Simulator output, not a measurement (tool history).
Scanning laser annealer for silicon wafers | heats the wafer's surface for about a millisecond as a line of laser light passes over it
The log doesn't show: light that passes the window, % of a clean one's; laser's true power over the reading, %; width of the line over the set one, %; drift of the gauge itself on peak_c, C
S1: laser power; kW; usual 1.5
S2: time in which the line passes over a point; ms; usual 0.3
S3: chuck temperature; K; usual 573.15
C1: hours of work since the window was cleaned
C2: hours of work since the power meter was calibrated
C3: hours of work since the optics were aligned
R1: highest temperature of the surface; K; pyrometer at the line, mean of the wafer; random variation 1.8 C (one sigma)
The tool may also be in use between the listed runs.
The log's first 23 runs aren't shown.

{"hour": 603.5, "done": "laser's power meter calibrated, once more"}
{"run": 24, "hour": 608.9, "S1": 1.383, "S2": 0.336, "S3": 567.15, "C1": 946, "C2": 4, "C3": 576, "R1": 1264.15}
{"run": 25, "hour": 635.1, "S1": 1.519, "S2": 0.26, "S3": 567.15, "C1": 967, "C2": 25, "C3": 597, "R1": 1244.15}
{"hour": 658.1, "done": "window over the wafer cleaned"}
{"run": 26, "hour": 660.1, "S1": 1.302, "S2": 0.314, "S3": 553.15, "C1": 2, "C2": 43, "C3": 616, "R1": 1225.15}
{"run": 27, "hour": 689.6, "S1": 1.5, "S2": 0.3, "S3": 566.15, "C1": 25, "C2": 67, "C3": 639, "R1": 1315.15}
{"run": 28, "hour": 727.5, "S1": 1.5, "S2": 0.3, "S3": 566.15, "C1": 55, "C2": 97, "C3": 669, "R1": 1317.15}
{"run": 29, "hour": 752.5, "S1": 1.5, "S2": 0.3, "S3": 566.15, "C1": 75, "C2": 117, "C3": 689, "R1": 1316.15}
{"run": 30, "hour": 769.6, "S1": 1.439, "S2": 0.224, "S3": 573.15, "C1": 89, "C2": 131, "C3": 703, "R1": 1205.15}
{"run": 31, "hour": 790.1, "S1": 1.595, "S2": 0.269, "S3": 609.15, "C1": 105, "C2": 147, "C3": 719, "R1": 1358.15}
{"run": 32, "hour": 810.6, "S1": 1.595, "S2": 0.269, "S3": 609.15, "C1": 121, "C2": 163, "C3": 735, "R1": 1362.15}
{"run": 33, "hour": 847.3, "S1": 1.649, "S2": 0.3, "S3": 565.15, "C1": 151, "C2": 192, "C3": 764, "R1": 1375.15}
{"run": 34, "hour": 877.2, "S1": 1.633, "S2": 0.346, "S3": 578.15, "C1": 174, "C2": 216, "C3": 788, "R1": 1434.15}
{"run": 35, "hour": 915.3, "S1": 1.5, "S2": 0.295, "S3": 595.15, "C1": 205, "C2": 246, "C3": 819, "R1": 1330.15}
{"run": 36, "hour": 943.8, "S1": 1.434, "S2": 0.3, "S3": 573.15, "C1": 227, "C2": 269, "C3": 841, "R1": 1284.15}
{"run": 37, "hour": 974.6, "S1": 1.615, "S2": 0.293, "S3": 573.15, "C1": 252, "C2": 294, "C3": 866, "R1": 1354.15}
{"run": 38, "hour": 992.9, "S1": 1.615, "S2": 0.359, "S3": 555.15, "C1": 266, "C2": 308, "C3": 880, "R1": 1413.15}
{"run": 39, "hour": 1014.6, "S1": 1.62, "S2": 0.345, "S3": 576.15, "C1": 284, "C2": 325, "C3": 898, "R1": 1419.15}
{"run": 40, "hour": 1041.6, "S1": 1.538, "S2": 0.351, "S3": 576.15, "C1": 305, "C2": 347, "C3": 919, "R1": 1386.15}

Forecast each of these 5 alternatives for the next run:
{"run": "A", "hour": 1080.0, "S1": 1.333, "S2": 0.356, "S3": 537.15, "C1": 336, "C2": 377, "C3": 950, "R1": "?"}
{"run": "B", "hour": 1080.0, "S1": 1.485, "S2": 0.263, "S3": 558.15, "C1": 336, "C2": 377, "C3": 950, "R1": "?"}
{"run": "C", "hour": 1080.0, "S1": 1.321, "S2": 0.261, "S3": 571.15, "C1": 336, "C2": 377, "C3": 950, "R1": "?"}
{"run": "D", "hour": 1080.0, "S1": 1.498, "S2": 0.313, "S3": 571.15, "C1": 336, "C2": 377, "C3": 950, "R1": "?"}
{"run": "E", "hour": 1080.0, "S1": 1.555, "S2": 0.245, "S3": 550.15, "C1": 336, "C2": 377, "C3": 950, "R1": "?"}

run=A R1=1252.15
run=B R1=1248.15
run=C R1=1187.15
run=D R1=1326.15
run=E R1=1247.15
Without the tool's hidden state the same runs would have given:
run=A R1=1266.15
run=B R1=1262.15
run=C R1=1200.15
run=D R1=1341.15
run=E R1=1261.15
